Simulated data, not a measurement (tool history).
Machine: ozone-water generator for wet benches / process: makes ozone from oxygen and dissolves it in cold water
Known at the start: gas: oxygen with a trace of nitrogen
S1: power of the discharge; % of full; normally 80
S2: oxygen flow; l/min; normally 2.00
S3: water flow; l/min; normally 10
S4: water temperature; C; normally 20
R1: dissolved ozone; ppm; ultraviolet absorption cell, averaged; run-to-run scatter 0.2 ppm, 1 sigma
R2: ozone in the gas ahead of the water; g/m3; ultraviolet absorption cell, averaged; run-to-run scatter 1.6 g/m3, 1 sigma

{"run": 1, "day": 0.0, "S1": 80, "S2": 2.0, "S3": 10, "S4": 20, "R1": 27.9, "R2": 307.9}
{"run": 2, "day": 3.067, "S1": 80, "S2": 2.0, "S3": 10, "S4": 15, "R1": 29.1, "R2": 308.9}
{"run": 3, "day": 7.346, "S1": 80, "S2": 2.0, "S3": 10, "S4": 15, "R1": 29.3, "R2": 306.0}
{"run": 4, "day": 11.862, "S1": 80, "S2": 2.0, "S3": 10, "S4": 15, "R1": 29.5, "R2": 307.8}
{"run": 5, "day": 17.004, "S1": 80, "S2": 2.0, "S3": 9, "S4": 15, "R1": 31.5, "R2": 310.7}
{"run": 6, "day": 21.304, "S1": 80, "S2": 2.0, "S3": 9, "S4": 15, "R1": 31.6, "R2": 307.2}
{"run": 7, "day": 24.612, "S1": 80, "S2": 2.0, "S3": 9, "S4": 15, "R1": 31.4, "R2": 306.9}
{"run": 8, "day": 27.975, "S1": 80, "S2": 2.0, "S3": 9, "S4": 15, "R1": 31.1, "R2": 306.6}
{"run": 9, "day": 31.771, "S1": 80, "S2": 2.0, "S3": 9, "S4": 15, "R1": 30.9, "R2": 303.8}
{"run": 10, "day": 37.396, "S1": 80, "S2": 2.0, "S3": 10, "S4": 20, "R1": 27.3, "R2": 305.5}
{"run": 11, "day": 43.354, "S1": 80, "S2": 1.05, "S3": 10, "S4": 20, "R1": 21.8, "R2": 380.6}
{"run": 12, "day": 48.104, "S1": 80, "S2": 2.0, "S3": 10, "S4": 20, "R1": 26.9, "R2": 307.7}
{"run": 13, "day": 53.633, "S1": 80, "S2": 2.0, "S3": 10, "S4": 20, "R1": 27.1, "R2": 305.3}
{"day": 54.183, "done": "water thermometer calibrated"}
{"run": 14, "day": 58.242, "S1": 80, "S2": 2.0, "S3": 10, "S4": 20, "R1": 26.8, "R2": 305.0}
{"run": 15, "day": 62.542, "S1": 80, "S2": 2.0, "S3": 10, "S4": 20, "R1": 27.0, "R2": 305.6}
{"run": 16, "day": 67.842, "S1": 80, "S2": 2.0, "S3": 10, "S4": 20, "R1": 26.8, "R2": 304.5}
{"run": 17, "day": 72.671, "S1": 80, "S2": 2.0, "S3": 10, "S4": 20, "R1": 26.7, "R2": 304.1}
{"day": 77.896, "done": "water thermometer calibrated, once more"}
{"run": 18, "day": 78.492, "S1": 80, "S2": 1.79, "S3": 10, "S4": 13, "R1": 27.9, "R2": 316.5}
{"run": 19, "day": 81.371, "S1": 88, "S2": 2.16, "S3": 15, "S4": 15, "R1": 22.2, "R2": 317.4}
{"run": 20, "day": 85.088, "S1": 86, "S2": 1.16, "S3": 14, "S4": 15, "R1": 17.9, "R2": 384.3}
{"run": 21, "day": 89.062, "S1": 50, "S2": 1.16, "S3": 14, "S4": 15, "R1": 11.8, "R2": 254.2}
{"run": 22, "day": 92.075, "S1": 50, "S2": 1.07, "S3": 14, "S4": 16, "R1": 11.4, "R2": 262.2}
{"run": 23, "day": 95.783, "S1": 94, "S2": 2.0, "S3": 15, "S4": 20, "R1": 21.4, "R2": 339.0}
{"run": 24, "day": 100.462, "S1": 45, "S2": 2.87, "S3": 10, "S4": 20, "R1": 18.4, "R2": 170.9}
{"run": 25, "day": 104.088, "S1": 45, "S2": 2.87, "S3": 10, "S4": 20, "R1": 17.9, "R2": 173.5}
{"run": 26, "day": 108.662, "S1": 45, "S2": 2.87, "S3": 10, "S4": 20, "R1": 18.8, "R2": 169.6}
{"run": 27, "day": 112.679, "S1": 45, "S2": 2.87, "S3": 10, "S4": 20, "R1": 18.3, "R2": 170.4}
{"run": 28, "day": 116.929, "S1": 76, "S2": 2.69, "S3": 10, "S4": 20, "R1": 27.1, "R2": 262.4}
{"day": 117.946, "done": "contactor cleaned"}
{"run": 29, "day": 123.062, "S1": 76, "S2": 2.69, "S3": 10, "S4": 20, "R1": 29.0, "R2": 259.9}
{"run": 30, "day": 126.254, "S1": 63, "S2": 2.69, "S3": 10, "S4": 14, "R1": 27.2, "R2": 225.1}
{"run": 31, "day": 129.292, "S1": 63, "S2": 2.69, "S3": 10, "S4": 14, "R1": 27.1, "R2": 225.4}
{"run": 32, "day": 133.717, "S1": 63, "S2": 2.69, "S3": 10, "S4": 14, "R1": 27.3, "R2": 220.8}

What if the next run were any one of these 4? Each begins from the tool's condition after run 32:
{"run": "A", "day": 138.788, "S1": 80, "S2": 3.53, "S3": 10, "S4": 28, "R1": "?", "R2": "?"}
{"run": "B", "day": 138.788, "S1": 80, "S2": 2.0, "S3": 10, "S4": 15, "R1": "?", "R2": "?"}
{"run": "C", "day": 138.788, "S1": 40, "S2": 2.01, "S3": 10, "S4": 20, "R1": "?", "R2": "?"}
{"run": "D", "day": 138.788, "S1": 63, "S2": 2.69, "S3": 14, "S4": 14, "R1": "?", "R2": "?"}

run=A R1=26.7 R2=242.3
run=B R1=29.3 R2=297.7
run=C R1=16.4 R2=177.1
run=D R1=20.4 R2=225.5
With no hidden state in the tool, these same runs would have given:
run=A R1=27.7 R2=251.7
run=B R1=30.5 R2=309.2
run=C R1=16.7 R2=180.6
run=D R1=21.1 R2=232.7

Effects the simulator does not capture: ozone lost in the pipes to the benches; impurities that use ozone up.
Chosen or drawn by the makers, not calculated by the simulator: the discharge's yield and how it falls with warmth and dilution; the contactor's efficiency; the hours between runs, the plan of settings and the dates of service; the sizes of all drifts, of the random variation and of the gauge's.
